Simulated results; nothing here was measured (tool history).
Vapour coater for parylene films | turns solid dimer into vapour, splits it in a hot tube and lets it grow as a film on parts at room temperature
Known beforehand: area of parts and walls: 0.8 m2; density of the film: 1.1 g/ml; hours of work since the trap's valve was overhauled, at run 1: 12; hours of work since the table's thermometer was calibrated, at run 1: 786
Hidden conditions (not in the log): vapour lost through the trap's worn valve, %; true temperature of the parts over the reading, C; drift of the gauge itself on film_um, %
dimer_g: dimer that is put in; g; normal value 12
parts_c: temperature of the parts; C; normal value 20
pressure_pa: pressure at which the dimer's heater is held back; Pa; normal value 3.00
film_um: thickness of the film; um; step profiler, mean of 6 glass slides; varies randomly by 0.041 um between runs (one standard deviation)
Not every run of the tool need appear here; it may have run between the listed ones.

| run | hour | dimer_g | parts_c | pressure_pa | hours of work since the trap's valve was overhauled | hours of work since the table's thermometer was calibrated | film_um |
|---|---|---|---|---|---|---|---|
| 1 | 0.0 | 12 | 20 | 3.00 | 12 | 786 | 7.01 |
| 2 | 47.8 | 12 | 20 | 3.00 | 36 | 811 | 7.08 |
| 3 | 89.3 | 12 | 20 | 3.00 | 58 | 832 | 7.01 |
| 4 | 123.5 | 12 | 20 | 3.00 | 75 | 850 | 7.02 |
| 5 | 161.8 | 16 | 20 | 3.00 | 95 | 869 | 9.35 |
| 6 | 209.5 | 12 | 20 | 3.00 | 119 | 894 | 6.90 |
| 7 | 231.9 | 10 | 20 | 3.00 | 131 | 906 | 5.82 |
| 8 | 274.3 | 12 | 20 | 3.00 | 153 | 927 | 6.98 |
| 9 | 315.3 | 12 | 17 | 3.00 | 174 | 948 | 7.44 |
| 10 | 359.8 | 12 | 17 | 3.00 | 197 | 971 | 7.42 |
| 11 | 392.0 | 12 | 17 | 3.00 | 213 | 988 | 7.43 |
| 12 | 440.9 | 12 | 17 | 3.00 | 239 | 1013 | 7.41 |
| 13 | 471.5 | 12 | 18 | 3.00 | 254 | 1029 | 7.25 |
| 14 | 492.8 | 12 | 20 | 3.00 | 265 | 1040 | 6.93 |
| 15 | 517.4 | 12 | 20 | 3.00 | 278 | 1053 | 6.99 |
| 16 | 567.1 | 12 | 20 | 3.00 | 304 | 1078 | 6.94 |
| 17 | 611.7 | 12 | 25 | 3.00 | 326 | 1101 | 6.21 |
| 18 | 642.8 | 7 | 20 | 2.65 | 343 | 1117 | 4.09 |
| 19 | 687.1 | 13 | 18 | 3.00 | 365 | 1140 | 7.79 |
| 20 | 730.6 | 22 | 18 | 3.00 | 388 | 1162 | 13.24 |
| 21 | 755.9 | 22 | 18 | 3.00 | 401 | 1175 | 13.16 |
| 22 | 797.0 | 14 | 20 | 3.00 | 422 | 1196 | 8.07 |
| 23 | 819.7 | 8 | 27 | 3.00 | 434 | 1208 | 3.94 |
| 24 | 861.1 | 8 | 13 | 3.00 | 455 | 1229 | 5.35 |
|  | 865.9 | table's thermometer calibrated |
| 25 | 899.2 | 9 | 20 | 3.04 | 474 | 17 | 5.08 |
| 26 | 937.8 | 9 | 20 | 3.04 | 494 | 37 | 5.09 |
| 27 | 977.6 | 9 | 20 | 3.04 | 514 | 58 | 5.12 |
| 28 | 1023.6 | 9 | 16 | 3.91 | 538 | 81 | 5.38 |
| 29 | 1057.1 | 9 | 16 | 3.91 | 555 | 98 | 5.40 |
|  | 1068.2 | gauge calibrated |
| 30 | 1088.8 | 13 | 13 | 3.01 | 572 | 115 | 8.82 |
| 31 | 1137.2 | 13 | 18 | 2.97 | 597 | 140 | 7.92 |

Predict each of these 4 candidate next runs independently; none follows another, all start after run 31:
| A | 1185.7 | 12 | 20 | 7.98 | 621 | 165 | ? |
| B | 1185.7 | 17 | 22 | 4.29 | 621 | 165 | ? |
| C | 1185.7 | 21 | 20 | 7.56 | 621 | 165 | ? |
| D | 1185.7 | 7 | 18 | 10.41 | 621 | 165 | ? |

| run | film_um |
|---|---|
| A | 6.11 |
| B | 9.07 |
| C | 10.89 |
| D | 3.63 |
What these runs would have given with no unlogged condition in the tool:
| run | film_um |
|---|---|
| A | 6.14 |
| B | 9.12 |
| C | 10.95 |
| D | 3.65 |
